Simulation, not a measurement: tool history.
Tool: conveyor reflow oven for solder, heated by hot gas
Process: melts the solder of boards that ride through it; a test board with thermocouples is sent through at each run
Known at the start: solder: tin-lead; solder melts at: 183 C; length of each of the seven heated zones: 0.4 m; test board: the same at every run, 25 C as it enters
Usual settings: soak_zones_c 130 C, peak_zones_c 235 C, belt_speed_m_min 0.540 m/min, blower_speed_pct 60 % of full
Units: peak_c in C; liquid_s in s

| run | hour | soak_zones_c | peak_zones_c | belt_speed_m_min | blower_speed_pct | peak_c | liquid_s |
|---|---|---|---|---|---|---|---|
| 1 | 0.0 | 130 | 235 | 0.540 | 60 | 217.07 | 64.2 |
| 2 | 34.1 | 130 | 235 | 0.540 | 60 | 216.89 | 63.8 |
| 3 | 74.5 | 130 | 235 | 0.540 | 60 | 216.68 | 63.6 |
| 4 | 107.8 | 130 | 235 | 0.540 | 60 | 216.64 | 63.4 |
| 5 | 146.7 | 130 | 235 | 0.540 | 60 | 216.47 | 63.4 |
| 6 | 166.6 | 130 | 235 | 0.540 | 60 | 216.46 | 63.4 |
| 7 | 191.7 | 130 | 235 | 0.540 | 60 | 216.41 | 63.2 |
|  | 199.1 | flux residue cleaned out of gas plates and filters |
| 8 | 230.0 | 130 | 235 | 0.540 | 60 | 215.34 | 61.9 |
| 9 | 275.2 | 136 | 235 | 0.540 | 60 | 216.33 | 65.4 |
| 10 | 313.2 | 130 | 239 | 0.540 | 71 | 220.56 | 67.0 |
| 11 | 338.1 | 130 | 239 | 0.540 | 71 | 220.30 | 66.6 |
| 12 | 373.3 | 130 | 239 | 0.540 | 71 | 220.08 | 66.6 |
| 13 | 412.6 | 142 | 239 | 0.474 | 77 | 226.80 | 88.1 |
|  | 424.2 | flux residue cleaned out of gas plates and filters |
|  | 434.7 | flux residue cleaned out of gas plates and filters, once more |
| 14 | 465.6 | 143 | 239 | 0.474 | 80 | 229.68 | 91.1 |
| 15 | 499.5 | 123 | 237 | 0.595 | 79 | 218.10 | 56.9 |
| 16 | 547.3 | 124 | 237 | 0.541 | 57 | 216.70 | 61.6 |

Forecast each of these 3 alternatives for the next run:
| A | 570.4 | 130 | 235 | 0.540 | 54 | ? | ? |
| B | 570.4 | 130 | 235 | 0.445 | 61 | ? | ? |
| C | 570.4 | 124 | 237 | 0.549 | 57 | ? | ? |

| run | peak_c | liquid_s |
|---|---|---|
| A | 215.51 | 62.4 |
| B | 223.30 | 86.3 |
| C | 216.31 | 59.9 |
Without the tool's hidden state the same runs would have given:
| run | peak_c | liquid_s |
|---|---|---|
| A | 214.95 | 60.7 |
| B | 222.64 | 84.1 |
| C | 215.80 | 58.3 |
